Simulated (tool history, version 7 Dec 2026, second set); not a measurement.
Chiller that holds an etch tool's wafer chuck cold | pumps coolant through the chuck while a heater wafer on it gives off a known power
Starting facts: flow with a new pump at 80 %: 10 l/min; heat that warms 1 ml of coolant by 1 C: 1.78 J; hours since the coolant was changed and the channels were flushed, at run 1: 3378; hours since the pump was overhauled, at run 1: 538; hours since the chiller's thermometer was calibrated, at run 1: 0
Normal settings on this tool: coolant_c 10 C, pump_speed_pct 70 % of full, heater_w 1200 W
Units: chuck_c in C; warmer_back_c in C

run   hour  coolant_c  pump_speed_pct  heater_w  hours since the coolant was changed and the channels were flushed  hours since the pump was overhauled  hours since the chiller's thermometer was calibrated  chuck_c  warmer_back_c
  1      0         10              70      1200                                                               3378                                  538                                                     0     28.9           4.79
  2   63.3         10              70      1200                                                               3442                                  602                                                    63     29.1           4.75
  3  104.7         10              70      1200                                                               3483                                  643                                                   105       29           4.76
  4    144         10              70      1200                                                               3522                                  682                                                   144       29           4.78
  5    194         10              70      1200                                                               3572                                  733                                                   194     29.1           4.86
  6    246         10              70      1200                                                               3624                                  784                                                   246       29           4.87
  7  296.6         10              70      1200                                                               3675                                  835                                                   297       29           4.79
  8  353.3         10              70      1200                                                               3732                                  892                                                   353     29.3           4.83
  9  396.4         10              70      1200                                                               3775                                  935                                                   396     29.5           4.81
 10  425.8         10              70      1200                                                               3804                                  964                                                   426     29.3           4.78
 11  465.2         10              70      1200                                                               3843                                 1004                                                   465     29.4           4.81
 12  508.6         10              70      1200                                                               3887                                 1047                                                   509     29.2           4.84
 13  572.2         10              70      1662                                                               3951                                 1111                                                   572     36.7           6.65
 14  612.9         10              70      1200                                                               3991                                 1151                                                   613     29.3           4.82
 15  651.3         10              70      1450                                                               4030                                 1190                                                   651     33.4           5.86
 16  681.1         10              78      1200                                                               4059                                 1220                                                   681     27.8            4.3
 17    733         10              78      1200                                                               4111                                 1271                                                   733     27.7           4.27

What will run 18 give?
 18  761.3         10              73      1432                                                               4140                                 1300                                                   761        ?              ?

{"run 18": {"chuck_c": 32.5, "warmer_back_c": 5.55}}
On a tool with no hidden condition, and with the same random variation, this run would have come out at chuck_c 29.7 C, warmer_back_c 5.37 C.
